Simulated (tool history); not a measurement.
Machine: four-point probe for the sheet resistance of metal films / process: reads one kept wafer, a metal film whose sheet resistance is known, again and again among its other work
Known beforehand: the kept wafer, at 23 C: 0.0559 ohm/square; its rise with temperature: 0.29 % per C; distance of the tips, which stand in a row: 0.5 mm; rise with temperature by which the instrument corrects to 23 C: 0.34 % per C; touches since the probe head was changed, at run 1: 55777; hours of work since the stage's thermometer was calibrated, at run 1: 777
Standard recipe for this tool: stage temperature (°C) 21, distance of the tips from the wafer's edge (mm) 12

run,hour,stage temperature (°C),distance of the tips from the wafer's edge (mm),touches since the probe head was changed,hours of work since the stage's thermometer was calibrated,sheet resistance as the instrument gives it (ohm/square)
1,0,21,12,55777,777,0.056003
2,31.5,25,12,56697,793,0.055864
3,63.1,22,12,57621,808,0.055978
4,86.4,21,12,58301,820,0.055999
5,115.8,35,12,59161,834,0.055616
6,145.2,21,12,60020,849,0.055992
7,170.2,25,14,60751,861,0.055882
8,207.4,20,17,61839,879,0.056004
9,230.9,20,17,62524,891,0.055998
# hour 240.6: new probe head fitted
10,271.4,31,10,901,910,0.055755
11,308.8,24,12,1995,929,0.055903

Consider 5 possible next runs. They are alternatives, not a sequence: every one starts from the tool as it was left by run 11. What does each give?
A,341.1,24,37,2937,944,?
B,341.1,35,5,2937,944,?
C,341.1,21,12,2937,944,?
D,341.1,19,12,2937,944,?
E,341.1,22,5,2937,944,?

run,sheet resistance as the instrument gives it (ohm/square)
A,0.055874
B,0.055856
C,0.056016
D,0.056081
E,0.056238
Had the tool no hidden state, the same runs would have come out as:
run,sheet resistance as the instrument gives it (ohm/square)
A,0.055874
B,0.055857
C,0.056017
D,0.056082
E,0.056239
